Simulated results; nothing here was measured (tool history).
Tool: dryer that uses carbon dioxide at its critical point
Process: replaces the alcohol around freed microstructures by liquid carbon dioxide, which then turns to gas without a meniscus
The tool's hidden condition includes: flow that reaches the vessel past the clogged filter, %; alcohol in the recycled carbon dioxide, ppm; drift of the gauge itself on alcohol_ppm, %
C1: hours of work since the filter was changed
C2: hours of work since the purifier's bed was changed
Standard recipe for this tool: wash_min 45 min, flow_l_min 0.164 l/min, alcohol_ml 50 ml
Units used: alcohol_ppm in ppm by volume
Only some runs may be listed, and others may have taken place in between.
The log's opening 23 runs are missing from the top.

{"run": 24, "day": 32.15, "wash_min": 54, "flow_l_min": 0.164, "alcohol_ml": 30, "C1": 151, "C2": 542, "alcohol_ppm": 60}
{"run": 25, "day": 33.4, "wash_min": 54, "flow_l_min": 0.164, "alcohol_ml": 30, "C1": 167, "C2": 557, "alcohol_ppm": 62}
{"run": 26, "day": 34.212, "wash_min": 34, "flow_l_min": 0.106, "alcohol_ml": 89, "C1": 176, "C2": 567, "alcohol_ppm": 3212}
{"run": 27, "day": 35.65, "wash_min": 45, "flow_l_min": 0.259, "alcohol_ml": 50, "C1": 194, "C2": 584, "alcohol_ppm": 57}
{"day": 36.217, "done": "purifier's bed changed"}
{"run": 28, "day": 37.604, "wash_min": 45, "flow_l_min": 0.259, "alcohol_ml": 50, "C1": 216, "C2": 17, "alcohol_ppm": 10}
{"run": 29, "day": 38.625, "wash_min": 45, "flow_l_min": 0.141, "alcohol_ml": 50, "C1": 229, "C2": 29, "alcohol_ppm": 150}
{"run": 30, "day": 40.204, "wash_min": 45, "flow_l_min": 0.243, "alcohol_ml": 34, "C1": 248, "C2": 48, "alcohol_ppm": 14}
{"run": 31, "day": 41.025, "wash_min": 45, "flow_l_min": 0.243, "alcohol_ml": 34, "C1": 258, "C2": 58, "alcohol_ppm": 9}
{"run": 32, "day": 42.562, "wash_min": 45, "flow_l_min": 0.243, "alcohol_ml": 34, "C1": 276, "C2": 77, "alcohol_ppm": 16}
{"run": 33, "day": 43.55, "wash_min": 45, "flow_l_min": 0.103, "alcohol_ml": 112, "C1": 288, "C2": 89, "alcohol_ppm": 1617}
{"run": 34, "day": 44.317, "wash_min": 45, "flow_l_min": 0.131, "alcohol_ml": 50, "C1": 298, "C2": 98, "alcohol_ppm": 238}
{"run": 35, "day": 46.129, "wash_min": 62, "flow_l_min": 0.131, "alcohol_ml": 50, "C1": 320, "C2": 120, "alcohol_ppm": 46}
{"run": 36, "day": 47.454, "wash_min": 54, "flow_l_min": 0.22, "alcohol_ml": 32, "C1": 336, "C2": 136, "alcohol_ppm": 22}
{"run": 37, "day": 49.112, "wash_min": 54, "flow_l_min": 0.22, "alcohol_ml": 32, "C1": 356, "C2": 156, "alcohol_ppm": 21}
{"run": 38, "day": 50.367, "wash_min": 37, "flow_l_min": 0.151, "alcohol_ml": 27, "C1": 371, "C2": 172, "alcohol_ppm": 182}

Each row is a separate what-if for the run after 38, all from the same tool condition, not one after another. Results?
{"run": "A", "day": 51.767, "wash_min": 58, "flow_l_min": 0.164, "alcohol_ml": 50, "C1": 388, "C2": 189, "alcohol_ppm": "?"}
{"run": "B", "day": 51.767, "wash_min": 34, "flow_l_min": 0.113, "alcohol_ml": 27, "C1": 388, "C2": 189, "alcohol_ppm": "?"}
{"run": "C", "day": 51.767, "wash_min": 45, "flow_l_min": 0.117, "alcohol_ml": 23, "C1": 388, "C2": 189, "alcohol_ppm": "?"}
{"run": "D", "day": 51.767, "wash_min": 45, "flow_l_min": 0.195, "alcohol_ml": 47, "C1": 388, "C2": 189, "alcohol_ppm": "?"}
{"run": "E", "day": 51.767, "wash_min": 37, "flow_l_min": 0.231, "alcohol_ml": 78, "C1": 388, "C2": 189, "alcohol_ppm": "?"}

run=A alcohol_ppm=38
run=B alcohol_ppm=849
run=C alcohol_ppm=217
run=D alcohol_ppm=40
run=E alcohol_ppm=53
With no hidden state in the tool, these same runs would have given:
run=A alcohol_ppm=17
run=B alcohol_ppm=697
run=C alcohol_ppm=157
run=D alcohol_ppm=18
run=E alcohol_ppm=26
